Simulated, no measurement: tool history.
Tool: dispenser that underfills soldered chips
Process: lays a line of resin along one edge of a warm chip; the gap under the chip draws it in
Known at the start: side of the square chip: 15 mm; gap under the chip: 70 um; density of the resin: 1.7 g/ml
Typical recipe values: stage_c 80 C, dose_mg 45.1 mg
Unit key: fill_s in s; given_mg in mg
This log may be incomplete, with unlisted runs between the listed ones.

run 1 hour=0.0 | stage_c=80 dose_mg=45.1 | fill_s=111.2 given_mg=41.30
run 2 hour=2.6 | stage_c=87 dose_mg=45.1 | fill_s=86.4 given_mg=41.29
run 3 hour=4.8 | stage_c=80 dose_mg=45.1 | fill_s=121.7 given_mg=41.43
run 4 hour=8.1 | stage_c=80 dose_mg=45.1 | fill_s=133.0 given_mg=40.90
run 5 hour=10.1 | stage_c=80 dose_mg=39.5 | fill_s=144.4 given_mg=35.80
-- hour=11.6 new syringe of resin
run 6 hour=14.0 | stage_c=80 dose_mg=50.2 | fill_s=105.4 given_mg=45.66
run 7 hour=18.6 | stage_c=80 dose_mg=45.1 | fill_s=120.2 given_mg=40.48
run 8 hour=21.7 | stage_c=94 dose_mg=54.2 | fill_s=70.3 given_mg=49.07
run 9 hour=24.6 | stage_c=78 dose_mg=53.7 | fill_s=148.3 given_mg=48.57
-- hour=26.8 new syringe of resin
run 10 hour=27.4 | stage_c=74 dose_mg=46.7 | fill_s=133.7 given_mg=42.10
run 11 hour=31.6 | stage_c=74 dose_mg=56.5 | fill_s=146.2 given_mg=50.48
run 12 hour=35.9 | stage_c=92 dose_mg=52.7 | fill_s=74.7 given_mg=47.22
run 13 hour=40.0 | stage_c=94 dose_mg=57.2 | fill_s=77.7 given_mg=51.17
-- hour=42.1 new syringe of resin
run 14 hour=44.3 | stage_c=74 dose_mg=39.2 | fill_s=143.6 given_mg=34.73

The logged runs with the hidden state left out (each run's random variation unchanged):
The hidden state here: resin's viscosity, % of fresh resin's; dose that the valve gives, % of what is set; true chip temperature over the reading, C; drift of the gauge itself on fill_s, %; drift of the gauge itself on given_mg, %.
run=1 fill_s=98.1 given_mg=45.09
run=2 fill_s=71.6 given_mg=45.16
run=3 fill_s=95.4 given_mg=45.37
run=4 fill_s=96.1 given_mg=44.89
run=5 fill_s=98.5 given_mg=39.35
run=6 fill_s=95.4 given_mg=50.31
run=7 fill_s=96.7 given_mg=44.74
run=8 fill_s=53.0 given_mg=54.35
run=9 fill_s=104.0 given_mg=53.89
run=10 fill_s=125.9 given_mg=46.80
run=11 fill_s=125.2 given_mg=56.27
run=12 fill_s=57.8 given_mg=52.79
run=13 fill_s=54.7 given_mg=57.34
run=14 fill_s=126.4 given_mg=39.02
